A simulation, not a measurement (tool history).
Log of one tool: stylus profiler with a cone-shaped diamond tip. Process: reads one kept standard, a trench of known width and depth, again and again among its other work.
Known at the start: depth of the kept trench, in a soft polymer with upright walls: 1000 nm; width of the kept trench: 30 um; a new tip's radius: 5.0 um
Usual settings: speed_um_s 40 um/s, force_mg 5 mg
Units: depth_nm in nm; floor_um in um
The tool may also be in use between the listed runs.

run,hour,speed_um_s,force_mg,depth_nm,floor_um
1,0,40,5,1017.19,18.73
2,17.4,40,5,1017.13,18.7
3,35.3,25,5,1017.39,18.64
4,44.4,145,5,1017.37,18.23
5,65.7,145,5,1017.09,18.18
6,83.3,145,5,1017.25,18.17
7,104.6,80,5,1016.74,18.35
8,114.6,80,5,1017.43,18.29
9,129.9,40,5,1017.31,18.36
10,145.1,40,5,1017.35,18.35
11,163.7,40,5,1016.77,18.26
12,185.8,40,5,1017.05,18.28
13,196.6,40,5,1016.59,18.23
# hour 209.8: new tip fitted, height scale calibrated
14,212.1,40,1.68,1009.85,23.64
15,233.1,65,1.68,1009.67,23.4
16,244.3,65,3.1,1014.72,23.47
17,256.3,65,3.1,1014.12,23.46
18,270.7,65,3.1,1014.54,23.35
19,280.5,40,5,1019.85,23.41
20,291.5,61,3.58,1015.43,23.28

Run 21 comes next. What will it give?
21,300.6,16,4.7,?,?

{"run 21": {"depth_nm": 1019.07, "floor_um": 23.43}}
Without the tool's hidden state the same run would have given depth_nm 1018.99 nm, floor_um 23.93 um.

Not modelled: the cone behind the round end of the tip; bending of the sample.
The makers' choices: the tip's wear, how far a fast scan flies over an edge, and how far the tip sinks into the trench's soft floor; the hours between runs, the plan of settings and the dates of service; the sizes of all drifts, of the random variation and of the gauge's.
